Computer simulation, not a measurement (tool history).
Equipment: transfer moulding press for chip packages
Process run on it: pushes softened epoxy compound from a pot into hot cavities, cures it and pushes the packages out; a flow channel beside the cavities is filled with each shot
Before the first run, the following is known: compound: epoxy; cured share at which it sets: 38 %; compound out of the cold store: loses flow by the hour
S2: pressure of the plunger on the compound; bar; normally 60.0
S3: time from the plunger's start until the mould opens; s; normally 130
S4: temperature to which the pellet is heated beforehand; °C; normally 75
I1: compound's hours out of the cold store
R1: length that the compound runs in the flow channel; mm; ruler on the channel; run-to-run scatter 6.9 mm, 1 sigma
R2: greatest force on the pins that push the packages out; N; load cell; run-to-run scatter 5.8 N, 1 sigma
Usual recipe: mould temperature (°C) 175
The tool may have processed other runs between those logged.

Run 1, day 0.000: usual settings; I1 21.2. Result: R1 898 mm, R2 228 N.
Run 2, day 2.304: usual settings; I1 38.7. Result: R1 819 mm, R2 305 N.
At day 3.367: cavities cleaned with cleaning compound and waxed.
At day 4.233: plunger's sealing rings changed.
Run 3, day 4.646: usual settings but S2 46.4 bar; I1 45.5. Result: R1 744 mm, R2 373 N.
Run 4, day 6.488: usual settings; I1 42.1. Result: R1 835 mm, R2 341 N.
At day 7.083: cavities cleaned with cleaning compound and waxed.
Run 5, day 9.971: usual settings; I1 46.5. Result: R1 819 mm, R2 326 N.
At day 10.583: cavities cleaned with cleaning compound and waxed.
At day 11.279: cavities cleaned with cleaning compound and waxed, once more.
Run 6, day 13.483: usual settings but mould temperature (°C) 171, S2 58.5 bar; I1 47.7. Result: R1 802 mm, R2 399 N.
At day 14.683: cavities cleaned with cleaning compound and waxed.
Run 7, day 14.938: usual settings but mould temperature (°C) 171, S2 48.7 bar, S3 116 s; I1 33.7. Result: R1 783 mm, R2 386 N.
Run 8, day 17.158: usual settings but mould temperature (°C) 181, S2 50.1 bar, S4 68 °C; I1 43.8. Result: R1 726 mm, R2 250 N.
At day 18.400: cavities cleaned with cleaning compound and waxed.
Run 9, day 19.267: usual settings but mould temperature (°C) 180, S2 50.1 bar, S3 136 s, S4 76 °C; I1 21.8. Result: R1 789 mm, R2 231 N.
At day 20.550: plunger's sealing rings changed.
Run 10, day 21.538: usual settings but mould temperature (°C) 174, S2 53.0 bar, S3 113 s, S4 72 °C; I1 25.1. Result: R1 871 mm, R2 492 N.

Branching from run 10: 5 alternative next runs. What would each branch give?
At day 21.996: cavities cleaned with cleaning compound and waxed.
At day 23.250: mould's thermocouples calibrated.
Run A, day 24.421: usual settings but S2 50.0 bar, S3 122 s; I1 19.3. Result: R1 ?, R2 ?.
At day 21.996: cavities cleaned with cleaning compound and waxed.
At day 23.250: mould's thermocouples calibrated.
Run B, day 24.421: usual settings but S2 64.1 bar, S3 164 s; I1 30.0. Result: R1 ?, R2 ?.
At day 21.996: cavities cleaned with cleaning compound and waxed.
At day 23.250: mould's thermocouples calibrated.
Run C, day 24.421: usual settings but mould temperature (°C) 174, S2 62.9 bar, S4 73 °C; I1 10.5. Result: R1 ?, R2 ?.
At day 21.996: cavities cleaned with cleaning compound and waxed.
At day 23.250: mould's thermocouples calibrated.
Run D, day 24.421: usual settings but mould temperature (°C) 181, S4 83 °C; I1 21.6. Result: R1 ?, R2 ?.
At day 21.996: cavities cleaned with cleaning compound and waxed.
At day 23.250: mould's thermocouples calibrated.
Run E, day 24.421: usual settings but mould temperature (°C) 180, S2 53.0 bar, S3 128 s, S4 69 °C; I1 27.2. Result: R1 ?, R2 ?.

run   R1   R2
  A  849  331
  B  922  241
  C  992  326
  D  891  257
  E  822  275
Take away the tool's hidden state, keep each run's random variation, and the runs would have read:
run    R1   R2
  A   860  229
  B   934  162
  C  1005  225
  D   903  177
  E   833  192

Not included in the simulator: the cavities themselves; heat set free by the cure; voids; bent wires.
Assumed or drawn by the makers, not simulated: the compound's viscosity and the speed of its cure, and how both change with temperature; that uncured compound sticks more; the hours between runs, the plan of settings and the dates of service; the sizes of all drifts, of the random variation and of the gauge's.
